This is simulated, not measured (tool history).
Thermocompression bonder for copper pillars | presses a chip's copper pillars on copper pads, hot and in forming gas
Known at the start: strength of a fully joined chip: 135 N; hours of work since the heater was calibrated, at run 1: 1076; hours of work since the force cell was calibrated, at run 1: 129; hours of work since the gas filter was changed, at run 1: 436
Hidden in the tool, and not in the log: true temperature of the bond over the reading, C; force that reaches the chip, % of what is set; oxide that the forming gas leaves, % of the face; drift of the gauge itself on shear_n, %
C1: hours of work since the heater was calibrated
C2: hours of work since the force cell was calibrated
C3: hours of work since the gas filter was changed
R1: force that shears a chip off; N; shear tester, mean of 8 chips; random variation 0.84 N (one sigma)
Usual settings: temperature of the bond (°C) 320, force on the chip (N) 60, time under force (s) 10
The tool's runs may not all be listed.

{"run": 1, "hour": 0.0, "temperature of the bond (°C)": 320, "force on the chip (N)": 60, "time under force (s)": 10, "C1": 1076, "C2": 129, "C3": 436, "R1": 58.7}
{"run": 2, "hour": 17.8, "temperature of the bond (°C)": 320, "force on the chip (N)": 60, "time under force (s)": 10, "C1": 1089, "C2": 142, "C3": 449, "R1": 57.6}
{"run": 3, "hour": 36.9, "temperature of the bond (°C)": 320, "force on the chip (N)": 60, "time under force (s)": 10, "C1": 1103, "C2": 156, "C3": 462, "R1": 58.9}
{"run": 4, "hour": 64.1, "temperature of the bond (°C)": 320, "force on the chip (N)": 60, "time under force (s)": 5, "C1": 1122, "C2": 175, "C3": 482, "R1": 44}
{"hour": 68.3, "done": "forming gas filter changed"}
{"run": 5, "hour": 90.4, "temperature of the bond (°C)": 320, "force on the chip (N)": 60, "time under force (s)": 5, "C1": 1141, "C2": 194, "C3": 16, "R1": 46.3}
{"run": 6, "hour": 128.9, "temperature of the bond (°C)": 320, "force on the chip (N)": 60, "time under force (s)": 5, "C1": 1168, "C2": 221, "C3": 43, "R1": 47.5}
{"run": 7, "hour": 162.9, "temperature of the bond (°C)": 320, "force on the chip (N)": 60, "time under force (s)": 5, "C1": 1193, "C2": 246, "C3": 68, "R1": 46.9}
{"run": 8, "hour": 195.1, "temperature of the bond (°C)": 330, "force on the chip (N)": 60, "time under force (s)": 10, "C1": 1216, "C2": 269, "C3": 91, "R1": 66.5}
{"run": 9, "hour": 214.9, "temperature of the bond (°C)": 330, "force on the chip (N)": 60, "time under force (s)": 10, "C1": 1230, "C2": 283, "C3": 105, "R1": 64.6}
{"run": 10, "hour": 244.8, "temperature of the bond (°C)": 330, "force on the chip (N)": 60, "time under force (s)": 10, "C1": 1252, "C2": 304, "C3": 127, "R1": 64.2}
{"run": 11, "hour": 277.2, "temperature of the bond (°C)": 330, "force on the chip (N)": 60, "time under force (s)": 10, "C1": 1275, "C2": 328, "C3": 150, "R1": 63.7}
{"run": 12, "hour": 295.0, "temperature of the bond (°C)": 330, "force on the chip (N)": 60, "time under force (s)": 10, "C1": 1288, "C2": 340, "C3": 163, "R1": 63.2}
{"run": 13, "hour": 318.1, "temperature of the bond (°C)": 327, "force on the chip (N)": 60, "time under force (s)": 10, "C1": 1304, "C2": 357, "C3": 179, "R1": 61.8}
{"run": 14, "hour": 335.5, "temperature of the bond (°C)": 327, "force on the chip (N)": 60, "time under force (s)": 10, "C1": 1317, "C2": 369, "C3": 192, "R1": 62.2}
{"run": 15, "hour": 353.0, "temperature of the bond (°C)": 327, "force on the chip (N)": 60, "time under force (s)": 10, "C1": 1329, "C2": 382, "C3": 204, "R1": 61.4}
{"run": 16, "hour": 385.8, "temperature of the bond (°C)": 327, "force on the chip (N)": 60, "time under force (s)": 10, "C1": 1353, "C2": 406, "C3": 228, "R1": 59.4}
{"run": 17, "hour": 414.0, "temperature of the bond (°C)": 327, "force on the chip (N)": 60, "time under force (s)": 10, "C1": 1373, "C2": 426, "C3": 248, "R1": 61.6}
{"hour": 444.1, "done": "heater calibrated with a thermocouple chip"}
{"run": 18, "hour": 447.0, "temperature of the bond (°C)": 320, "force on the chip (N)": 60, "time under force (s)": 10, "C1": 2, "C2": 448, "C3": 270, "R1": 63.4}
{"run": 19, "hour": 482.3, "temperature of the bond (°C)": 328, "force on the chip (N)": 60, "time under force (s)": 10, "C1": 27, "C2": 473, "C3": 296, "R1": 65.3}
{"run": 20, "hour": 501.8, "temperature of the bond (°C)": 328, "force on the chip (N)": 60, "time under force (s)": 10, "C1": 41, "C2": 487, "C3": 310, "R1": 64.5}
{"run": 21, "hour": 521.0, "temperature of the bond (°C)": 298, "force on the chip (N)": 43, "time under force (s)": 13, "C1": 55, "C2": 501, "C3": 323, "R1": 38.4}
{"run": 22, "hour": 560.8, "temperature of the bond (°C)": 298, "force on the chip (N)": 43, "time under force (s)": 13, "C1": 84, "C2": 530, "C3": 352, "R1": 38.4}
{"run": 23, "hour": 583.0, "temperature of the bond (°C)": 298, "force on the chip (N)": 43, "time under force (s)": 13, "C1": 100, "C2": 546, "C3": 368, "R1": 37.6}
{"run": 24, "hour": 618.2, "temperature of the bond (°C)": 298, "force on the chip (N)": 43, "time under force (s)": 13, "C1": 125, "C2": 571, "C3": 393, "R1": 37.3}
{"run": 25, "hour": 636.0, "temperature of the bond (°C)": 315, "force on the chip (N)": 38, "time under force (s)": 25, "C1": 138, "C2": 584, "C3": 406, "R1": 50}
{"run": 26, "hour": 669.7, "temperature of the bond (°C)": 298, "force on the chip (N)": 67, "time under force (s)": 21, "C1": 162, "C2": 608, "C3": 430, "R1": 69.7}
{"run": 27, "hour": 705.1, "temperature of the bond (°C)": 298, "force on the chip (N)": 36, "time under force (s)": 21, "C1": 187, "C2": 633, "C3": 455, "R1": 36.3}
{"run": 28, "hour": 733.2, "temperature of the bond (°C)": 328, "force on the chip (N)": 37, "time under force (s)": 17, "C1": 207, "C2": 653, "C3": 476, "R1": 45.9}
{"hour": 747.4, "done": "forming gas filter changed"}
{"run": 29, "hour": 772.5, "temperature of the bond (°C)": 328, "force on the chip (N)": 68, "time under force (s)": 17, "C1": 235, "C2": 681, "C3": 18, "R1": 85.3}
{"run": 30, "hour": 796.6, "temperature of the bond (°C)": 296, "force on the chip (N)": 41, "time under force (s)": 20, "C1": 253, "C2": 698, "C3": 35, "R1": 43.2}
{"run": 31, "hour": 833.3, "temperature of the bond (°C)": 302, "force on the chip (N)": 67, "time under force (s)": 20, "C1": 279, "C2": 725, "C3": 62, "R1": 76}
{"run": 32, "hour": 865.6, "temperature of the bond (°C)": 320, "force on the chip (N)": 60, "time under force (s)": 25, "C1": 302, "C2": 748, "C3": 85, "R1": 81.8}
{"run": 33, "hour": 886.4, "temperature of the bond (°C)": 319, "force on the chip (N)": 36, "time under force (s)": 9, "C1": 317, "C2": 763, "C3": 100, "R1": 32.9}
{"hour": 896.1, "done": "force cell calibrated"}
{"run": 34, "hour": 914.9, "temperature of the bond (°C)": 319, "force on the chip (N)": 36, "time under force (s)": 9, "C1": 336, "C2": 13, "C3": 119, "R1": 35.4}
{"run": 35, "hour": 937.8, "temperature of the bond (°C)": 296, "force on the chip (N)": 60, "time under force (s)": 29, "C1": 353, "C2": 30, "C3": 136, "R1": 75.9}
{"run": 36, "hour": 961.9, "temperature of the bond (°C)": 296, "force on the chip (N)": 62, "time under force (s)": 10, "C1": 370, "C2": 47, "C3": 153, "R1": 55.1}
{"run": 37, "hour": 992.8, "temperature of the bond (°C)": 321, "force on the chip (N)": 57, "time under force (s)": 9, "C1": 392, "C2": 69, "C3": 175, "R1": 58.2}
{"run": 38, "hour": 1027.1, "temperature of the bond (°C)": 335, "force on the chip (N)": 60, "time under force (s)": 19, "C1": 417, "C2": 94, "C3": 200, "R1": 86.5}
{"run": 39, "hour": 1057.3, "temperature of the bond (°C)": 335, "force on the chip (N)": 60, "time under force (s)": 19, "C1": 439, "C2": 116, "C3": 221, "R1": 84.8}

5 ways to go on from here, each from the tool as it stands after run 39. What would each give?
{"run": "A", "hour": 1087.5, "temperature of the bond (°C)": 322, "force on the chip (N)": 60, "time under force (s)": 22, "C1": 460, "C2": 137, "C3": 243, "R1": "?"}
{"run": "B", "hour": 1087.5, "temperature of the bond (°C)": 299, "force on the chip (N)": 60, "time under force (s)": 10, "C1": 460, "C2": 137, "C3": 243, "R1": "?"}
{"run": "C", "hour": 1087.5, "temperature of the bond (°C)": 335, "force on the chip (N)": 56, "time under force (s)": 26, "C1": 460, "C2": 137, "C3": 243, "R1": "?"}
{"run": "D", "hour": 1087.5, "temperature of the bond (°C)": 335, "force on the chip (N)": 55, "time under force (s)": 19, "C1": 460, "C2": 137, "C3": 243, "R1": "?"}
{"run": "E", "hour": 1087.5, "temperature of the bond (°C)": 335, "force on the chip (N)": 70, "time under force (s)": 20, "C1": 460, "C2": 137, "C3": 243, "R1": "?"}

run=A R1=81.4
run=B R1=51.6
run=C R1=86.5
run=D R1=78.2
run=E R1=96.3
Without the tool's hidden state the same runs would have given:
run=A R1=88.1
run=B R1=56.7
run=C R1=93.4
run=D R1=84.7
run=E R1=103.4
